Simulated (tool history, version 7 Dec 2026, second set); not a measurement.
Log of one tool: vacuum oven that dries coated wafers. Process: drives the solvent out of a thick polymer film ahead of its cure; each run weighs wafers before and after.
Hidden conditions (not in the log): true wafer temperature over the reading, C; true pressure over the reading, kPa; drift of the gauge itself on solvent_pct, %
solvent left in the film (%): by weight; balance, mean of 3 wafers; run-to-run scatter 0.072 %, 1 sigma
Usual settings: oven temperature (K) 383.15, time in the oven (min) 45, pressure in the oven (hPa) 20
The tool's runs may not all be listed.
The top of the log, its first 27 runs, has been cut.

run      day  oven temperature (K)  time in the oven (min)  pressure in the oven (hPa)  hours of work since the thermocouples were calibrated  hours of work since the vacuum gauge was cleaned of residue  solvent left in the film (%)
 28   99.392                379.15                      45                          20                                                    207                                                          310                          7.93
 29  103.904                394.15                      30                        11.8                                                    290                                                          393                          3.99
 30  108.504                383.15                      47                        24.8                                                    375                                                          478                          6.53
     112.412  -- vacuum gauge cleaned of residue and calibrated, once more
 31  113.029                368.15                      30                          20                                                    457                                                           11                         13.36
 32  116.346                383.15                      45                        79.3                                                    518                                                           73                          9.16
 33  121.417                388.15                      27                          20                                                    612                                                          166                          6.55
 34  124.421                394.15                      32                          18                                                    667                                                          222                          3.45
 35  127.667                393.15                      32                        37.1                                                    727                                                          281                          4.63
 36  132.962                393.15                      32                        37.1                                                    825                                                          379                          4.72
 37  135.446                393.15                      35                        37.1                                                    871                                                          425                          4.36
 38   139.55                389.15                      33                          53                                                    946                                                          501                          6.92
 39  144.508                387.15                      33                          53                                                   1038                                                          592                          7.96
 40  147.779                383.15                      33                        14.4                                                   1098                                                          652                           7.7

What if the next run were any one of these 5? Each begins from the tool's condition after run 40:
  A  151.112                377.15                      76                        53.5                                                   1160                                                          714                             ?
  B  151.112                398.15                      34                          20                                                   1160                                                          714                             ?
  C  151.112                390.15                      46                        39.9                                                   1160                                                          714                             ?
  D  151.112                389.15                      45                        72.7                                                   1160                                                          714                             ?
  E  151.112                386.15                      74                          76                                                   1160                                                          714                             ?

run  solvent left in the film (%)
  A                          8.26
  B                          2.52
  C                          4.59
  D                          6.91
  E                          6.57
Without the tool's hidden state the same runs would have given:
run  solvent left in the film (%)
  A                          7.01
  B                          1.87
  C                           3.7
  D                          5.88
  E                          5.63
